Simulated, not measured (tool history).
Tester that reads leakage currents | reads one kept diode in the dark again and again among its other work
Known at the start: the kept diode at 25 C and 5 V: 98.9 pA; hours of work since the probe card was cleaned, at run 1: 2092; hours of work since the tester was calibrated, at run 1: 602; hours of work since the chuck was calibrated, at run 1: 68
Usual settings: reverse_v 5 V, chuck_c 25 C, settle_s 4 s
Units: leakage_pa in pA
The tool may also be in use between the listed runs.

| run | hour | reverse_v | chuck_c | settle_s | hours of work since the probe card was cleaned | hours of work since the tester was calibrated | hours of work since the chuck was calibrated | leakage_pa |
|---|---|---|---|---|---|---|---|---|
| 1 | 0 | 5 | 25 | 4 | 2092 | 602 | 68 | 104.57 |
| 2 | 15.1 | 5 | 25 | 4 | 2103 | 613 | 79 | 104.4 |
| 3 | 37.5 | 5 | 25 | 4 | 2120 | 629 | 95 | 104.89 |
| 4 | 50 | 5 | 25 | 4 | 2129 | 638 | 104 | 105.36 |
| 5 | 79.6 | 2.21 | 25 | 4 | 2150 | 660 | 125 | 68.56 |
| 6 | 95.5 | 2.21 | 25 | 4 | 2162 | 671 | 137 | 68.43 |
| 7 | 112.2 | 2.21 | 25 | 4 | 2174 | 683 | 149 | 68.42 |
| 8 | 125.1 | 2.21 | 25 | 4 | 2183 | 693 | 159 | 69.13 |
|  | 132.7 | probe card cleaned and baked |
| 9 | 142.4 | 5 | 25 | 4 | 7 | 703 | 169 | 104.96 |
| 10 | 162 | 5 | 25 | 4 | 21 | 717 | 183 | 105.33 |
| 11 | 182.8 | 5 | 25 | 4 | 36 | 733 | 198 | 105.66 |
|  | 187.4 | chuck's temperature calibrated |
| 12 | 197.1 | 5 | 25 | 4 | 45 | 741 | 7 | 106.92 |
| 13 | 219.3 | 5 | 25 | 4 | 61 | 758 | 23 | 107.61 |
| 14 | 239.6 | 5 | 48 | 4 | 76 | 772 | 38 | 789.55 |
| 15 | 262.5 | 14.33 | 25 | 2.27 | 93 | 789 | 55 | 190.01 |
| 16 | 276.8 | 14.33 | 25 | 2.27 | 103 | 799 | 65 | 190.38 |
| 17 | 298.8 | 2.39 | 43 | 7.08 | 119 | 815 | 81 | 359.4 |
|  | 311.3 | chuck's temperature calibrated, once more |
| 18 | 325.7 | 9.3 | 33 | 7.08 | 137 | 833 | 10 | 286.53 |
| 19 | 353.3 | 5 | 40 | 4 | 157 | 853 | 30 | 379.09 |
| 20 | 366.3 | 3.38 | 25 | 1.14 | 167 | 863 | 40 | 81.25 |
| 21 | 379.2 | 3.38 | 25 | 1.14 | 176 | 872 | 49 | 81.78 |
| 22 | 396.6 | 1.88 | 33 | 0.41 | 189 | 885 | 62 | 124.36 |
| 23 | 416.5 | 5 | 25 | 5.76 | 203 | 899 | 76 | 100.94 |
| 24 | 439.8 | 19.58 | 25 | 0.73 | 220 | 916 | 93 | 213.41 |
| 25 | 466.7 | 19.58 | 25 | 0.73 | 240 | 936 | 113 | 214.65 |
| 26 | 483.7 | 6.88 | 25 | 4 | 252 | 948 | 125 | 120.06 |
| 27 | 513.6 | 6.03 | 28 | 4 | 274 | 970 | 147 | 148.27 |

Forecast each of these 3 alternatives for the next run:
| A | 533.9 | 1.18 | 28 | 2.94 | 288 | 985 | 162 | ? |
| B | 533.9 | 4.67 | 30 | 4 | 288 | 985 | 162 | ? |
| C | 533.9 | 17.75 | 21 | 4.71 | 288 | 985 | 162 | ? |

| run | leakage_pa |
|---|---|
| A | 63.21 |
| B | 156.4 |
| C | 137.39 |
Without the tool's hidden state the same runs would have given:
| run | leakage_pa |
|---|---|
| A | 61.45 |
| B | 151.98 |
| C | 132.67 |

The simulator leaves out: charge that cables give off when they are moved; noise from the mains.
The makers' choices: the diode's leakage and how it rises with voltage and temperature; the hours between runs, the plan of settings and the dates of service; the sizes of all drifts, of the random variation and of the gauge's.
